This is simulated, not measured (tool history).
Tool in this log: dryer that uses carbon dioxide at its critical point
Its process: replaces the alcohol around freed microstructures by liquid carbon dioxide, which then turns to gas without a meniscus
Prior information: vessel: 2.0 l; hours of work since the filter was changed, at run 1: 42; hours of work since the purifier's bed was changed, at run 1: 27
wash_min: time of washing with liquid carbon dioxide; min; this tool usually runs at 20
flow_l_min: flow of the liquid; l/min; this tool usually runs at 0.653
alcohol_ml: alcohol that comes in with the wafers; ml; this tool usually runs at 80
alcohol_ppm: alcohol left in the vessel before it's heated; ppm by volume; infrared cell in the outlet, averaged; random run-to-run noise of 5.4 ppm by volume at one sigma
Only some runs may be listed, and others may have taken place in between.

run,hour,wash_min,flow_l_min,alcohol_ml,hours of work since the filter was changed,hours of work since the purifier's bed was changed,alcohol_ppm
1,0.0,20,0.653,80,42,27,147
2,4.9,20,0.653,80,44,30,146
3,11.0,20,0.653,80,48,33,152
4,16.3,20,0.653,80,51,36,168
5,21.1,20,0.609,80,53,39,219
6,27.0,20,0.609,80,57,42,227
7,36.2,20,0.609,80,62,47,225
8,42.3,20,0.653,80,65,51,160
9,49.4,20,0.653,80,69,55,170
10,55.5,20,0.653,103,73,58,202
11,64.8,23,0.403,25,78,63,241
12,71.6,20,0.507,80,82,67,516
13,77.2,25,0.507,80,85,70,182
14,84.5,14,0.700,80,89,74,629
15,92.3,25,0.460,115,93,78,401
16,97.6,25,0.460,115,96,81,430
17,106.3,25,0.460,115,101,86,443
18,111.0,16,0.987,28,104,89,45
19,119.3,23,0.430,25,108,94,198
20,123.7,23,0.430,25,111,96,195

Here are 5 independent what-if runs from the current tool condition. What would each one return?
A,129.3,20,0.653,26,114,99,?
B,129.3,23,0.718,65,114,99,?
C,129.3,23,0.681,25,114,99,?
D,129.3,20,0.653,55,114,99,?
E,129.3,20,0.394,41,114,99,?

run,alcohol_ppm
A,77
B,55
C,42
D,141
E,711
With the hidden condition removed and each run's random variation left untouched, the same runs would have given:
run,alcohol_ppm
A,46
B,27
C,16
D,103
E,617
